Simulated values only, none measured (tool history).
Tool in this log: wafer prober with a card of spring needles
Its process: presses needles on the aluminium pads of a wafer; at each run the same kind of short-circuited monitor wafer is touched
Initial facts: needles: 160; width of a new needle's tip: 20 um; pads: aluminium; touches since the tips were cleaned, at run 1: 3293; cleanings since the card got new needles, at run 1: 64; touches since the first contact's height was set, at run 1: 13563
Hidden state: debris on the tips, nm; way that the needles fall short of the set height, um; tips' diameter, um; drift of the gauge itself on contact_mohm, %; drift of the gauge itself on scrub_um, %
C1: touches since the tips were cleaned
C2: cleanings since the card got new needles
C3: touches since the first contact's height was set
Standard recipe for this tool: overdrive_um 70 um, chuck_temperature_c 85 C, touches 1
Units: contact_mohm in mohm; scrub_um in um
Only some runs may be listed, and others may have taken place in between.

{"run": 1, "hour": 0.0, "overdrive_um": 70, "chuck_temperature_c": 85, "touches": 1, "C1": 3293, "C2": 64, "C3": 13563, "contact_mohm": 310, "scrub_um": 13.43}
{"hour": 6.7, "done": "tips cleaned on abrasive film"}
{"run": 2, "hour": 16.7, "overdrive_um": 70, "chuck_temperature_c": 85, "touches": 1, "C1": 3373, "C2": 65, "C3": 19143, "contact_mohm": 313, "scrub_um": 13.41}
{"hour": 22.6, "done": "tips cleaned on abrasive film"}
{"run": 3, "hour": 28.9, "overdrive_um": 70, "chuck_temperature_c": 85, "touches": 1, "C1": 2116, "C2": 66, "C3": 23230, "contact_mohm": 301, "scrub_um": 13.4}
{"hour": 39.8, "done": "tips cleaned on abrasive film"}
{"run": 4, "hour": 43.8, "overdrive_um": 70, "chuck_temperature_c": 85, "touches": 1, "C1": 1345, "C2": 67, "C3": 28193, "contact_mohm": 294, "scrub_um": 13.38}
{"hour": 56.5, "done": "tips cleaned on abrasive film"}
{"hour": 72.4, "done": "tips cleaned on abrasive film"}
{"run": 5, "hour": 72.4, "overdrive_um": 70, "chuck_temperature_c": 85, "touches": 1, "C1": 0, "C2": 69, "C3": 37749, "contact_mohm": 276, "scrub_um": 13.33}
{"hour": 89.8, "done": "tips cleaned on abrasive film"}
{"run": 6, "hour": 91.4, "overdrive_um": 70, "chuck_temperature_c": 85, "touches": 1, "C1": 562, "C2": 70, "C3": 44114, "contact_mohm": 285, "scrub_um": 13.35}
{"hour": 105.5, "done": "tips cleaned on abrasive film"}
{"run": 7, "hour": 110.2, "overdrive_um": 70, "chuck_temperature_c": 85, "touches": 1, "C1": 1563, "C2": 71, "C3": 50386, "contact_mohm": 304, "scrub_um": 13.33}
{"hour": 121.9, "done": "tips cleaned on abrasive film"}
{"run": 8, "hour": 134.8, "overdrive_um": 59, "chuck_temperature_c": 85, "touches": 1, "C1": 4354, "C2": 72, "C3": 58648, "contact_mohm": 347, "scrub_um": 11.23}
{"hour": 138.0, "done": "tips cleaned on abrasive film"}
{"hour": 154.4, "done": "tips cleaned on abrasive film"}
{"run": 9, "hour": 159.0, "overdrive_um": 59, "chuck_temperature_c": 79, "touches": 2, "C1": 1516, "C2": 74, "C3": 66696, "contact_mohm": 291, "scrub_um": 11.19}
{"hour": 172.2, "done": "tips cleaned on abrasive film"}
{"run": 10, "hour": 183.2, "overdrive_um": 59, "chuck_temperature_c": 79, "touches": 2, "C1": 3696, "C2": 75, "C3": 74819, "contact_mohm": 314, "scrub_um": 11.2}
{"hour": 187.8, "done": "tips cleaned on abrasive film"}
{"run": 11, "hour": 197.6, "overdrive_um": 51, "chuck_temperature_c": 61, "touches": 3, "C1": 3310, "C2": 76, "C3": 79635, "contact_mohm": 301, "scrub_um": 9.62}

What does the tool deliver on the next run?
{"hour": 199.7, "done": "height of the first contact set anew"}
{"hour": 203.9, "done": "tips cleaned on abrasive film"}
{"run": 12, "hour": 217.5, "overdrive_um": 88, "chuck_temperature_c": 61, "touches": 1, "C1": 4577, "C2": 77, "C3": 5951, "contact_mohm": "?", "scrub_um": "?"}

contact_mohm: 297 mohm
scrub_um: 16.71 um
On a tool with no hidden condition, and with the same random variation, this run would have come out at contact_mohm 261 mohm, scrub_um 16.91 um.
